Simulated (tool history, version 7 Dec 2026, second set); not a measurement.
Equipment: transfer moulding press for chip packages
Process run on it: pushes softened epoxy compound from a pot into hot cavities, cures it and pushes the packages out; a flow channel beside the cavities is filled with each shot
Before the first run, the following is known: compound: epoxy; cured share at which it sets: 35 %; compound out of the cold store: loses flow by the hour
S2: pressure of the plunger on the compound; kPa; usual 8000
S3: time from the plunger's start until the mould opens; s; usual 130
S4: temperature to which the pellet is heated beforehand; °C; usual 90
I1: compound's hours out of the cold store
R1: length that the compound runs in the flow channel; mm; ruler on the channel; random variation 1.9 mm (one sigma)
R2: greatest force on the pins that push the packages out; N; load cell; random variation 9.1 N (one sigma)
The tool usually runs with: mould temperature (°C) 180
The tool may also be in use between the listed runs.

{"run": 1, "day": 0.0, "mould temperature (°C)": 180, "S2": 8000, "S3": 130, "S4": 90, "I1": 18.8, "R1": 636, "R2": 763}
{"run": 2, "day": 0.867, "mould temperature (°C)": 180, "S2": 8000, "S3": 130, "S4": 90, "I1": 26.7, "R1": 605, "R2": 789}
{"day": 1.267, "done": "cavities cleaned with cleaning compound and waxed"}
{"run": 3, "day": 2.596, "mould temperature (°C)": 180, "S2": 8000, "S3": 130, "S4": 90, "I1": 9.2, "R1": 666, "R2": 644}
{"run": 4, "day": 3.621, "mould temperature (°C)": 180, "S2": 8000, "S3": 130, "S4": 90, "I1": 28.1, "R1": 599, "R2": 697}
{"run": 5, "day": 4.346, "mould temperature (°C)": 180, "S2": 8000, "S3": 130, "S4": 90, "I1": 9.3, "R1": 664, "R2": 795}
{"run": 6, "day": 5.742, "mould temperature (°C)": 180, "S2": 8000, "S3": 130, "S4": 90, "I1": 42.2, "R1": 545, "R2": 774}
{"day": 6.4, "done": "cavities cleaned with cleaning compound and waxed"}
{"run": 7, "day": 6.804, "mould temperature (°C)": 180, "S2": 8000, "S3": 130, "S4": 90, "I1": 10.5, "R1": 655, "R2": 515}
{"run": 8, "day": 8.196, "mould temperature (°C)": 183, "S2": 8000, "S3": 130, "S4": 90, "I1": 37.1, "R1": 551, "R2": 598}
{"day": 8.942, "done": "plunger's sealing rings changed"}
{"run": 9, "day": 8.992, "mould temperature (°C)": 178, "S2": 8000, "S3": 130, "S4": 90, "I1": 36.7, "R1": 600, "R2": 810}
{"run": 10, "day": 10.512, "mould temperature (°C)": 178, "S2": 8000, "S3": 130, "S4": 90, "I1": 37.8, "R1": 588, "R2": 832}
{"day": 11.675, "done": "cavities cleaned with cleaning compound and waxed"}
{"run": 11, "day": 11.921, "mould temperature (°C)": 178, "S2": 8000, "S3": 130, "S4": 90, "I1": 39.4, "R1": 586, "R2": 492}
{"run": 12, "day": 13.054, "mould temperature (°C)": 178, "S2": 8000, "S3": 130, "S4": 90, "I1": 34.7, "R1": 596, "R2": 696}
{"run": 13, "day": 14.333, "mould temperature (°C)": 180, "S2": 8000, "S3": 145, "S4": 90, "I1": 13.9, "R1": 670, "R2": 702}
{"run": 14, "day": 15.129, "mould temperature (°C)": 180, "S2": 9870, "S3": 145, "S4": 90, "I1": 21.1, "R1": 708, "R2": 702}
{"run": 15, "day": 16.258, "mould temperature (°C)": 184, "S2": 7360, "S3": 112, "S4": 94, "I1": 21.6, "R1": 593, "R2": 811}
{"day": 16.875, "done": "cavities cleaned with cleaning compound and waxed"}
{"run": 16, "day": 17.454, "mould temperature (°C)": 180, "S2": 8410, "S3": 131, "S4": 90, "I1": 20.1, "R1": 654, "R2": 542}
{"run": 17, "day": 18.696, "mould temperature (°C)": 181, "S2": 8410, "S3": 131, "S4": 81, "I1": 39.6, "R1": 580, "R2": 647}
{"run": 18, "day": 20.358, "mould temperature (°C)": 181, "S2": 8410, "S3": 131, "S4": 81, "I1": 24.0, "R1": 632, "R2": 748}
{"run": 19, "day": 21.325, "mould temperature (°C)": 180, "S2": 9960, "S3": 169, "S4": 90, "I1": 37.9, "R1": 641, "R2": 678}
{"day": 22.033, "done": "cavities cleaned with cleaning compound and waxed"}
{"run": 20, "day": 22.242, "mould temperature (°C)": 180, "S2": 9960, "S3": 169, "S4": 90, "I1": 47.1, "R1": 607, "R2": 396}

Forecast run 21:
{"run": 21, "day": 23.662, "mould temperature (°C)": 180, "S2": 9960, "S3": 169, "S4": 90, "I1": 45.3, "R1": "?", "R2": "?"}

R1: 608 mm
R2: 552 N
Without the tool's hidden state the same run would have given R1 624 mm, R2 350 N.
